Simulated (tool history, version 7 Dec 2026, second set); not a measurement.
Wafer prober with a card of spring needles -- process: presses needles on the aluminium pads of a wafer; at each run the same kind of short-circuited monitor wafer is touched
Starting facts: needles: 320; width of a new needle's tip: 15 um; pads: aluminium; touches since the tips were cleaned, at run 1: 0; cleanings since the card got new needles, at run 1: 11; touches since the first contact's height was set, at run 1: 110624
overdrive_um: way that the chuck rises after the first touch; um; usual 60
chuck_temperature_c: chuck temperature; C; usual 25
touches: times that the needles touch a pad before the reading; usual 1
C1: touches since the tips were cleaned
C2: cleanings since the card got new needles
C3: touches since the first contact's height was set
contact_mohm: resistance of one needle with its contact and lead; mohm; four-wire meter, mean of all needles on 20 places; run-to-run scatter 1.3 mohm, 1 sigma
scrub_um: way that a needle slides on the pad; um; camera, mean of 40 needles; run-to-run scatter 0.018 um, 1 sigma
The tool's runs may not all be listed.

{"run": 1, "hour": 0.0, "overdrive_um": 60, "chuck_temperature_c": 25, "touches": 1, "C1": 0, "C2": 11, "C3": 110624, "contact_mohm": 123, "scrub_um": 14.16}
{"hour": 11.1, "done": "height of the first contact set anew"}
{"run": 2, "hour": 23.4, "overdrive_um": 60, "chuck_temperature_c": 25, "touches": 1, "C1": 7414, "C2": 11, "C3": 3942, "contact_mohm": 213, "scrub_um": 14.12}
{"hour": 28.3, "done": "tips cleaned on abrasive film"}
{"run": 3, "hour": 46.9, "overdrive_um": 60, "chuck_temperature_c": 25, "touches": 1, "C1": 5959, "C2": 12, "C3": 11455, "contact_mohm": 202, "scrub_um": 14.15}
{"hour": 58.0, "done": "tips cleaned on abrasive film"}
{"run": 4, "hour": 66.5, "overdrive_um": 60, "chuck_temperature_c": 25, "touches": 1, "C1": 2716, "C2": 13, "C3": 17711, "contact_mohm": 167, "scrub_um": 14.13}
{"hour": 86.4, "done": "tips cleaned on abrasive film"}
{"run": 5, "hour": 86.7, "overdrive_um": 60, "chuck_temperature_c": 25, "touches": 1, "C1": 88, "C2": 14, "C3": 24170, "contact_mohm": 115, "scrub_um": 14.1}
{"hour": 115.2, "done": "tips cleaned on abrasive film"}
{"run": 6, "hour": 120.9, "overdrive_um": 60, "chuck_temperature_c": 25, "touches": 1, "C1": 1833, "C2": 15, "C3": 35136, "contact_mohm": 152, "scrub_um": 14.09}
{"hour": 145.7, "done": "tips cleaned on abrasive film"}
{"run": 7, "hour": 146.1, "overdrive_um": 60, "chuck_temperature_c": 25, "touches": 1, "C1": 109, "C2": 16, "C3": 43178, "contact_mohm": 125, "scrub_um": 14.08}
{"hour": 159.2, "done": "height of the first contact set anew, once more"}
{"run": 8, "hour": 171.0, "overdrive_um": 60, "chuck_temperature_c": 25, "touches": 1, "C1": 8017, "C2": 16, "C3": 3791, "contact_mohm": 213, "scrub_um": 14.23}
{"hour": 174.5, "done": "tips cleaned on abrasive film"}
{"hour": 203.1, "done": "tips cleaned on abrasive film"}
{"run": 9, "hour": 203.1, "overdrive_um": 60, "chuck_temperature_c": 25, "touches": 1, "C1": 0, "C2": 18, "C3": 14043, "contact_mohm": 118, "scrub_um": 14.26}
{"run": 10, "hour": 223.1, "overdrive_um": 60, "chuck_temperature_c": 25, "touches": 1, "C1": 6410, "C2": 18, "C3": 20453, "contact_mohm": 204, "scrub_um": 14.27}
{"hour": 233.1, "done": "tips cleaned on abrasive film"}
{"run": 11, "hour": 251.1, "overdrive_um": 60, "chuck_temperature_c": 25, "touches": 1, "C1": 5766, "C2": 19, "C3": 29403, "contact_mohm": 199, "scrub_um": 14.26}
{"hour": 262.6, "done": "tips cleaned on abrasive film"}
{"run": 12, "hour": 270.6, "overdrive_um": 60, "chuck_temperature_c": 25, "touches": 1, "C1": 2568, "C2": 20, "C3": 35648, "contact_mohm": 161, "scrub_um": 14.25}
{"hour": 291.4, "done": "tips cleaned on abrasive film"}
{"run": 13, "hour": 302.8, "overdrive_um": 60, "chuck_temperature_c": 25, "touches": 1, "C1": 3662, "C2": 21, "C3": 45943, "contact_mohm": 179, "scrub_um": 14.22}
{"hour": 321.8, "done": "tips cleaned on abrasive film"}
{"run": 14, "hour": 336.7, "overdrive_um": 60, "chuck_temperature_c": 25, "touches": 3, "C1": 4759, "C2": 22, "C3": 56799, "contact_mohm": 140, "scrub_um": 14.2}
{"hour": 352.1, "done": "tips cleaned on abrasive film"}
{"run": 15, "hour": 365.3, "overdrive_um": 60, "chuck_temperature_c": 25, "touches": 3, "C1": 4262, "C2": 23, "C3": 65968, "contact_mohm": 139, "scrub_um": 14.19}
{"hour": 380.8, "done": "tips cleaned on abrasive film"}
{"run": 16, "hour": 385.5, "overdrive_um": 60, "chuck_temperature_c": 25, "touches": 1, "C1": 1506, "C2": 24, "C3": 72418, "contact_mohm": 148, "scrub_um": 14.18}
{"run": 17, "hour": 401.3, "overdrive_um": 60, "chuck_temperature_c": 25, "touches": 1, "C1": 6561, "C2": 24, "C3": 77473, "contact_mohm": 204, "scrub_um": 14.18}
{"hour": 410.5, "done": "tips cleaned on abrasive film"}
{"run": 18, "hour": 418.1, "overdrive_um": 69, "chuck_temperature_c": 25, "touches": 1, "C1": 2442, "C2": 25, "C3": 82862, "contact_mohm": 151, "scrub_um": 16.35}
{"hour": 440.2, "done": "tips cleaned on abrasive film"}
{"run": 19, "hour": 452.8, "overdrive_um": 57, "chuck_temperature_c": 60, "touches": 1, "C1": 4038, "C2": 26, "C3": 93950, "contact_mohm": 194, "scrub_um": 13.48}
{"hour": 468.0, "done": "tips cleaned on abrasive film"}
{"run": 20, "hour": 487.0, "overdrive_um": 42, "chuck_temperature_c": 65, "touches": 2, "C1": 6088, "C2": 27, "C3": 104906, "contact_mohm": 216, "scrub_um": 9.9}
{"hour": 496.4, "done": "tips cleaned on abrasive film"}
{"hour": 514.3, "done": "height of the first contact set anew"}
{"run": 21, "hour": 514.8, "overdrive_um": 50, "chuck_temperature_c": 109, "touches": 1, "C1": 5796, "C2": 28, "C3": 149, "contact_mohm": 229, "scrub_um": 11.87}
{"hour": 525.6, "done": "tips cleaned on abrasive film"}
{"run": 22, "hour": 540.1, "overdrive_um": 50, "chuck_temperature_c": 109, "touches": 1, "C1": 4638, "C2": 29, "C3": 8244, "contact_mohm": 220, "scrub_um": 11.89}
{"hour": 554.6, "done": "tips cleaned on abrasive film"}
{"run": 23, "hour": 571.5, "overdrive_um": 70, "chuck_temperature_c": 69, "touches": 1, "C1": 5437, "C2": 30, "C3": 18303, "contact_mohm": 181, "scrub_um": 16.64}

For run 24, what comes out?
{"hour": 583.2, "done": "tips cleaned on abrasive film"}
{"run": 24, "hour": 609.1, "overdrive_um": 70, "chuck_temperature_c": 69, "touches": 2, "C1": 8319, "C2": 31, "C3": 30333, "contact_mohm": "?", "scrub_um": "?"}

{"run 24": {"contact_mohm": 165, "scrub_um": 16.58}}
With no hidden state in the tool, this same run would have given contact_mohm 118 mohm, scrub_um 16.61 um.

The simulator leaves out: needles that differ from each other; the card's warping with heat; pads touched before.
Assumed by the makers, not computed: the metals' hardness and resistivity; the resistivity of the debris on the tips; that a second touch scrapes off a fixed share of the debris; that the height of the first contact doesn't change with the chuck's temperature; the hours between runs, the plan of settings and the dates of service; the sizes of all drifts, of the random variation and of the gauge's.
